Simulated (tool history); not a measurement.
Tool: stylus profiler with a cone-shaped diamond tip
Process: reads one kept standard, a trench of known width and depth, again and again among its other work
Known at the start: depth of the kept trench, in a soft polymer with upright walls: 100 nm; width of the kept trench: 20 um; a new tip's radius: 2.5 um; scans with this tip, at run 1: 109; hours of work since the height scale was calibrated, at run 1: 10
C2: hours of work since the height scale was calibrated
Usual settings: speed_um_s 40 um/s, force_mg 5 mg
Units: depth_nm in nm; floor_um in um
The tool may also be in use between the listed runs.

{"run": 1, "hour": 0.0, "speed_um_s": 40, "force_mg": 5, "scans with this tip": 109, "C2": 10, "depth_nm": 101.36, "floor_um": 18.54}
{"run": 2, "hour": 22.0, "speed_um_s": 40, "force_mg": 5, "scans with this tip": 270, "C2": 25, "depth_nm": 101.31, "floor_um": 18.5}
{"run": 3, "hour": 71.4, "speed_um_s": 40, "force_mg": 5, "scans with this tip": 632, "C2": 59, "depth_nm": 101.34, "floor_um": 18.54}
{"run": 4, "hour": 99.4, "speed_um_s": 40, "force_mg": 5, "scans with this tip": 837, "C2": 78, "depth_nm": 101.34, "floor_um": 18.53}
{"run": 5, "hour": 144.6, "speed_um_s": 40, "force_mg": 11.02, "scans with this tip": 1168, "C2": 109, "depth_nm": 102.2, "floor_um": 18.56}
{"run": 6, "hour": 166.6, "speed_um_s": 40, "force_mg": 11.02, "scans with this tip": 1329, "C2": 124, "depth_nm": 102.23, "floor_um": 18.54}
{"run": 7, "hour": 196.9, "speed_um_s": 40, "force_mg": 11.02, "scans with this tip": 1551, "C2": 145, "depth_nm": 102.21, "floor_um": 18.56}
{"run": 8, "hour": 226.7, "speed_um_s": 137, "force_mg": 11.02, "scans with this tip": 1769, "C2": 165, "depth_nm": 102.25, "floor_um": 18.45}
{"run": 9, "hour": 252.4, "speed_um_s": 137, "force_mg": 11.02, "scans with this tip": 1957, "C2": 183, "depth_nm": 102.25, "floor_um": 18.47}
{"run": 10, "hour": 293.6, "speed_um_s": 36, "force_mg": 5, "scans with this tip": 2259, "C2": 211, "depth_nm": 101.34, "floor_um": 18.53}
{"run": 11, "hour": 332.9, "speed_um_s": 36, "force_mg": 5, "scans with this tip": 2547, "C2": 238, "depth_nm": 101.35, "floor_um": 18.49}
{"run": 12, "hour": 363.4, "speed_um_s": 17, "force_mg": 7.09, "scans with this tip": 2770, "C2": 259, "depth_nm": 101.69, "floor_um": 18.52}
{"run": 13, "hour": 399.5, "speed_um_s": 17, "force_mg": 7.09, "scans with this tip": 3034, "C2": 283, "depth_nm": 101.76, "floor_um": 18.52}
{"run": 14, "hour": 445.7, "speed_um_s": 88, "force_mg": 7.09, "scans with this tip": 3372, "C2": 315, "depth_nm": 101.69, "floor_um": 18.39}
{"run": 15, "hour": 493.8, "speed_um_s": 88, "force_mg": 7.09, "scans with this tip": 3724, "C2": 348, "depth_nm": 101.73, "floor_um": 18.45}
{"run": 16, "hour": 523.3, "speed_um_s": 88, "force_mg": 7.09, "scans with this tip": 3940, "C2": 368, "depth_nm": 101.77, "floor_um": 18.43}
{"run": 17, "hour": 546.9, "speed_um_s": 97, "force_mg": 1.77, "scans with this tip": 4113, "C2": 384, "depth_nm": 100.73, "floor_um": 18.37}
{"run": 18, "hour": 569.3, "speed_um_s": 97, "force_mg": 1.77, "scans with this tip": 4277, "C2": 400, "depth_nm": 100.79, "floor_um": 18.34}
{"run": 19, "hour": 620.9, "speed_um_s": 132, "force_mg": 6.12, "scans with this tip": 4655, "C2": 435, "depth_nm": 101.57, "floor_um": 18.37}
{"run": 20, "hour": 664.9, "speed_um_s": 21, "force_mg": 6.12, "scans with this tip": 4977, "C2": 465, "depth_nm": 101.63, "floor_um": 18.45}
{"run": 21, "hour": 693.0, "speed_um_s": 78, "force_mg": 3.17, "scans with this tip": 5183, "C2": 484, "depth_nm": 101.04, "floor_um": 18.37}
{"run": 22, "hour": 742.6, "speed_um_s": 25, "force_mg": 6.01, "scans with this tip": 5546, "C2": 518, "depth_nm": 101.55, "floor_um": 18.43}

Measured less the same run without the tool's hidden state. The same run-to-run variation is in both; the gauge's scatter may not be:
The hidden state here: radius of the tip, um; height scale over the true one, %; drift of the gauge itself on depth_nm, %; drift of the gauge itself on floor_um, %.
run=1 depth_nm=+0.04 floor_um=-0.01
run=2 depth_nm=+0.04 floor_um=-0.01
run=3 depth_nm=+0.05 floor_um=-0.02
run=4 depth_nm=+0.05 floor_um=-0.02
run=5 depth_nm=+0.06 floor_um=-0.03
run=6 depth_nm=+0.06 floor_um=-0.03
run=7 depth_nm=+0.07 floor_um=-0.04
run=8 depth_nm=+0.07 floor_um=-0.03
run=9 depth_nm=+0.08 floor_um=-0.04
run=10 depth_nm=+0.08 floor_um=-0.05
run=11 depth_nm=+0.08 floor_um=-0.05
run=12 depth_nm=+0.09 floor_um=-0.06
run=13 depth_nm=+0.1 floor_um=-0.06
run=14 depth_nm=+0.1 floor_um=-0.07
run=15 depth_nm=+0.11 floor_um=-0.07
run=16 depth_nm=+0.12 floor_um=-0.08
run=17 depth_nm=+0.11 floor_um=-0.08
run=18 depth_nm=+0.12 floor_um=-0.09
run=19 depth_nm=+0.13 floor_um=-0.09
run=20 depth_nm=+0.14 floor_um=-0.1
run=21 depth_nm=+0.14 floor_um=-0.1
run=22 depth_nm=+0.15 floor_um=-0.11
